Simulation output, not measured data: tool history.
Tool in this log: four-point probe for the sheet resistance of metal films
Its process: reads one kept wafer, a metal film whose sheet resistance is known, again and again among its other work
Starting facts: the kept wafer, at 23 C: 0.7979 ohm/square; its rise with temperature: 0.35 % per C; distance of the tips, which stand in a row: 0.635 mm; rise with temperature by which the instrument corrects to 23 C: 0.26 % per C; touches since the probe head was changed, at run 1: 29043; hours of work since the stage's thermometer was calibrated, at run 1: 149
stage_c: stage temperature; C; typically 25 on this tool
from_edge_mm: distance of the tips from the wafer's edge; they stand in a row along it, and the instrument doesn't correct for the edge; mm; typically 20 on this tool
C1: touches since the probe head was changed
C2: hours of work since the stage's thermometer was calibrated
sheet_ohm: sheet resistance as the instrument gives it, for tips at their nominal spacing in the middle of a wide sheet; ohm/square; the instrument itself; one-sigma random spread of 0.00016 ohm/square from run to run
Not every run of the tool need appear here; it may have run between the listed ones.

{"run": 1, "hour": 0.0, "stage_c": 25, "from_edge_mm": 20, "C1": 29043, "C2": 149, "sheet_ohm": 0.798083}
{"run": 2, "hour": 8.2, "stage_c": 25, "from_edge_mm": 20, "C1": 29377, "C2": 155, "sheet_ohm": 0.798216}
{"run": 3, "hour": 24.6, "stage_c": 30, "from_edge_mm": 20, "C1": 30049, "C2": 165, "sheet_ohm": 0.801566}
{"run": 4, "hour": 38.7, "stage_c": 26, "from_edge_mm": 20, "C1": 30626, "C2": 175, "sheet_ohm": 0.799002}
{"run": 5, "hour": 53.7, "stage_c": 25, "from_edge_mm": 20, "C1": 31238, "C2": 184, "sheet_ohm": 0.798051}
{"run": 6, "hour": 71.6, "stage_c": 25, "from_edge_mm": 20, "C1": 31971, "C2": 196, "sheet_ohm": 0.797941}
{"run": 7, "hour": 81.3, "stage_c": 25, "from_edge_mm": 20, "C1": 32369, "C2": 202, "sheet_ohm": 0.798309}
{"run": 8, "hour": 90.8, "stage_c": 25, "from_edge_mm": 3, "C1": 32757, "C2": 208, "sheet_ohm": 0.816451}
{"run": 9, "hour": 101.2, "stage_c": 25, "from_edge_mm": 3, "C1": 33179, "C2": 215, "sheet_ohm": 0.816389}
{"run": 10, "hour": 118.1, "stage_c": 25, "from_edge_mm": 3, "C1": 33873, "C2": 226, "sheet_ohm": 0.816557}
{"run": 11, "hour": 131.7, "stage_c": 23, "from_edge_mm": 20, "C1": 34428, "C2": 235, "sheet_ohm": 0.796979}
{"run": 12, "hour": 140.1, "stage_c": 23, "from_edge_mm": 20, "C1": 34771, "C2": 241, "sheet_ohm": 0.796898}
{"run": 13, "hour": 149.5, "stage_c": 23, "from_edge_mm": 20, "C1": 35156, "C2": 247, "sheet_ohm": 0.796649}
{"run": 14, "hour": 158.2, "stage_c": 23, "from_edge_mm": 20, "C1": 35513, "C2": 252, "sheet_ohm": 0.796723}
{"run": 15, "hour": 174.6, "stage_c": 23, "from_edge_mm": 20, "C1": 36182, "C2": 263, "sheet_ohm": 0.796934}
{"hour": 176.8, "done": "stage's thermometer calibrated"}
{"run": 16, "hour": 190.9, "stage_c": 23, "from_edge_mm": 20, "C1": 36829, "C2": 9, "sheet_ohm": 0.797011}
{"run": 17, "hour": 204.6, "stage_c": 23, "from_edge_mm": 20, "C1": 37390, "C2": 18, "sheet_ohm": 0.79698}
{"run": 18, "hour": 218.9, "stage_c": 23, "from_edge_mm": 20, "C1": 37973, "C2": 27, "sheet_ohm": 0.797125}
{"run": 19, "hour": 237.1, "stage_c": 25, "from_edge_mm": 12, "C1": 38718, "C2": 39, "sheet_ohm": 0.799161}
{"run": 20, "hour": 246.9, "stage_c": 25, "from_edge_mm": 12, "C1": 39120, "C2": 46, "sheet_ohm": 0.799175}
{"run": 21, "hour": 254.7, "stage_c": 25, "from_edge_mm": 20, "C1": 39437, "C2": 51, "sheet_ohm": 0.79853}
{"hour": 262.8, "done": "stage's thermometer calibrated, once more"}
{"run": 22, "hour": 273.3, "stage_c": 25, "from_edge_mm": 20, "C1": 40179, "C2": 7, "sheet_ohm": 0.797744}
{"run": 23, "hour": 285.6, "stage_c": 21, "from_edge_mm": 58, "C1": 40682, "C2": 15, "sheet_ohm": 0.794792}
{"run": 24, "hour": 294.7, "stage_c": 21, "from_edge_mm": 58, "C1": 41053, "C2": 21, "sheet_ohm": 0.794492}
{"run": 25, "hour": 312.6, "stage_c": 18, "from_edge_mm": 5, "C1": 41787, "C2": 33, "sheet_ohm": 0.799159}
{"run": 26, "hour": 325.6, "stage_c": 21, "from_edge_mm": 72, "C1": 42319, "C2": 41, "sheet_ohm": 0.79436}
{"run": 27, "hour": 336.6, "stage_c": 22, "from_edge_mm": 23, "C1": 42769, "C2": 48, "sheet_ohm": 0.795602}
{"run": 28, "hour": 344.6, "stage_c": 19, "from_edge_mm": 17, "C1": 43096, "C2": 53, "sheet_ohm": 0.793807}
{"run": 29, "hour": 352.4, "stage_c": 19, "from_edge_mm": 17, "C1": 43412, "C2": 58, "sheet_ohm": 0.793331}
{"run": 30, "hour": 369.9, "stage_c": 19, "from_edge_mm": 17, "C1": 44130, "C2": 70, "sheet_ohm": 0.793551}
{"run": 31, "hour": 381.2, "stage_c": 30, "from_edge_mm": 8, "C1": 44591, "C2": 77, "sheet_ohm": 0.803374}
{"run": 32, "hour": 396.5, "stage_c": 22, "from_edge_mm": 10, "C1": 45217, "C2": 87, "sheet_ohm": 0.797095}
{"run": 33, "hour": 411.3, "stage_c": 24, "from_edge_mm": 36, "C1": 45824, "C2": 97, "sheet_ohm": 0.796831}
{"run": 34, "hour": 429.5, "stage_c": 34, "from_edge_mm": 20, "C1": 46566, "C2": 109, "sheet_ohm": 0.804121}
{"run": 35, "hour": 445.9, "stage_c": 22, "from_edge_mm": 3, "C1": 47237, "C2": 119, "sheet_ohm": 0.813607}
{"run": 36, "hour": 458.4, "stage_c": 32, "from_edge_mm": 4, "C1": 47746, "C2": 127, "sheet_ohm": 0.812606}
{"run": 37, "hour": 468.4, "stage_c": 32, "from_edge_mm": 4, "C1": 48158, "C2": 134, "sheet_ohm": 0.812598}
{"run": 38, "hour": 476.1, "stage_c": 25, "from_edge_mm": 8, "C1": 48471, "C2": 139, "sheet_ohm": 0.799903}
{"run": 39, "hour": 484.5, "stage_c": 25, "from_edge_mm": 8, "C1": 48817, "C2": 145, "sheet_ohm": 0.799639}
{"run": 40, "hour": 492.9, "stage_c": 19, "from_edge_mm": 59, "C1": 49159, "C2": 150, "sheet_ohm": 0.792797}
{"run": 41, "hour": 503.7, "stage_c": 19, "from_edge_mm": 59, "C1": 49601, "C2": 157, "sheet_ohm": 0.793166}
{"run": 42, "hour": 518.8, "stage_c": 30, "from_edge_mm": 21, "C1": 50218, "C2": 167, "sheet_ohm": 0.800846}
{"run": 43, "hour": 526.7, "stage_c": 25, "from_edge_mm": 60, "C1": 50542, "C2": 172, "sheet_ohm": 0.797335}
{"run": 44, "hour": 537.7, "stage_c": 22, "from_edge_mm": 60, "C1": 50991, "C2": 179, "sheet_ohm": 0.795178}

4 options for the next run, each taken on its own from the tool as it stands now. Forecast them:
{"run": "A", "hour": 550.2, "stage_c": 26, "from_edge_mm": 11, "C1": 51504, "C2": 187, "sheet_ohm": "?"}
{"run": "B", "hour": 550.2, "stage_c": 31, "from_edge_mm": 20, "C1": 51504, "C2": 187, "sheet_ohm": "?"}
{"run": "C", "hour": 550.2, "stage_c": 33, "from_edge_mm": 12, "C1": 51504, "C2": 187, "sheet_ohm": "?"}
{"run": "D", "hour": 550.2, "stage_c": 23, "from_edge_mm": 6, "C1": 51504, "C2": 187, "sheet_ohm": "?"}

run=A sheet_ohm=0.799261
run=B sheet_ohm=0.801442
run=C sheet_ohm=0.804129
run=D sheet_ohm=0.800294
Had the tool no hidden state, the same runs would have come out as:
run=A sheet_ohm=0.801431
run=B sheet_ohm=0.803622
run=C sheet_ohm=0.806318
run=D sheet_ohm=0.802464
